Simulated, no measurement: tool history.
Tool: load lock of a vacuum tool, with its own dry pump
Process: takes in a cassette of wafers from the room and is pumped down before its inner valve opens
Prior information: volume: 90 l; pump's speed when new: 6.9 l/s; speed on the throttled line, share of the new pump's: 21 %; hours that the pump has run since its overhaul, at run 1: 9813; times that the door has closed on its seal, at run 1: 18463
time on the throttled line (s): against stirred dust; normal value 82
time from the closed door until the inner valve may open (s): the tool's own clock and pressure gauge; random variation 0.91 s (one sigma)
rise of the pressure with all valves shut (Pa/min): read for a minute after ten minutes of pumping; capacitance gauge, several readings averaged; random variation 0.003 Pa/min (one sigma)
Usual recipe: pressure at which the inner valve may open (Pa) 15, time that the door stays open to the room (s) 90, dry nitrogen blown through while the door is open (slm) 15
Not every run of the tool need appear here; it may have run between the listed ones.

run,hour,time on the throttled line (s),pressure at which the inner valve may open (Pa),time that the door stays open to the room (s),dry nitrogen blown through while the door is open (slm),hours that the pump has run since its overhaul,times that the door has closed on its seal,"incoming humidity of the room's air, %",time from the closed door until the inner valve may open (s),rise of the pressure with all valves shut (Pa/min)
1,0.0,82,15,90,15,9813,18463,46.9,186.5,0.310
2,397.3,82,15,90,15,10210,19582,45.1,188.5,0.339
3,675.5,82,15,90,15,10488,20367,48.0,189.9,0.366
4,1069.2,82,15,90,15,10882,21476,47.2,189.2,0.405
5,1313.0,82,15,90,15,11126,22163,45.1,188.3,0.420
# hour 1634.9: door's seal changed, seat wiped
6,1634.9,82,15,90,15,11446,0,45.7,190.2,0.033
7,1817.5,82,15,90,15,11629,515,48.4,189.4,0.032
8,2193.9,82,15,90,15,12005,1576,46.9,190.4,0.050
# hour 2242.1: dry pump taken out, an overhauled one fitted
9,2458.3,82,15,90,11,216,2304,41.2,179.2,0.049
10,2881.3,82,15,90,11,639,3496,45.4,178.4,0.063
11,3162.7,82,15,28,15,921,4289,45.9,179.7,0.049
12,3500.5,82,15,90,15,1258,5241,48.6,181.7,0.081
13,3694.6,82,25,90,15,1453,5788,48.1,173.6,0.087
14,4023.5,82,25,90,15,1781,6715,42.9,175.0,0.093
15,4410.0,82,25,90,15,2168,7805,46.2,176.1,0.117
16,4712.8,82,15,90,15,2471,8658,44.2,182.4,0.119
17,5046.2,82,15,90,15,2804,9598,44.4,181.3,0.144
18,5461.7,82,15,90,15,3220,10769,45.7,184.6,0.166
19,5771.2,82,17,90,15,3529,11641,42.0,179.4,0.176
20,6175.7,82,15,201,15,3934,12781,43.8,183.3,0.224
21,6416.8,82,15,201,15,4175,13461,47.1,183.9,0.243
22,6729.2,44,20,90,9,4487,14341,44.6,149.3,0.243
23,6952.6,44,20,90,9,4711,14971,45.6,150.5,0.260
24,7196.0,44,20,90,9,4954,15657,43.0,151.6,0.282
25,7502.3,51,20,90,20,5260,16520,43.1,157.1,0.291
26,7703.4,51,20,90,20,5461,17087,47.9,157.6,0.302
27,7999.3,46,15,60,15,5757,17921,42.5,157.5,0.332
28,8239.7,100,11,90,15,5998,18598,44.0,204.2,0.342
29,8641.9,82,29,90,4,6400,19732,42.6,176.4,0.384
30,8880.8,113,29,90,4,6639,20405,43.6,201.1,0.412
31,9221.4,82,15,90,34,6979,21365,46.2,187.6,0.415

Run 32 comes next. What will it give?
32,9549.5,47,13,90,5,7307,22290,43.6,?,?

time from the closed door until the inner valve may open (s): 163.1
rise of the pressure with all valves shut (Pa/min): 0.466
On a tool with no hidden condition, and with the same random variation, this run would have come out at time from the closed door until the inner valve may open (s) 154.5, rise of the pressure with all valves shut (Pa/min) 0.038.
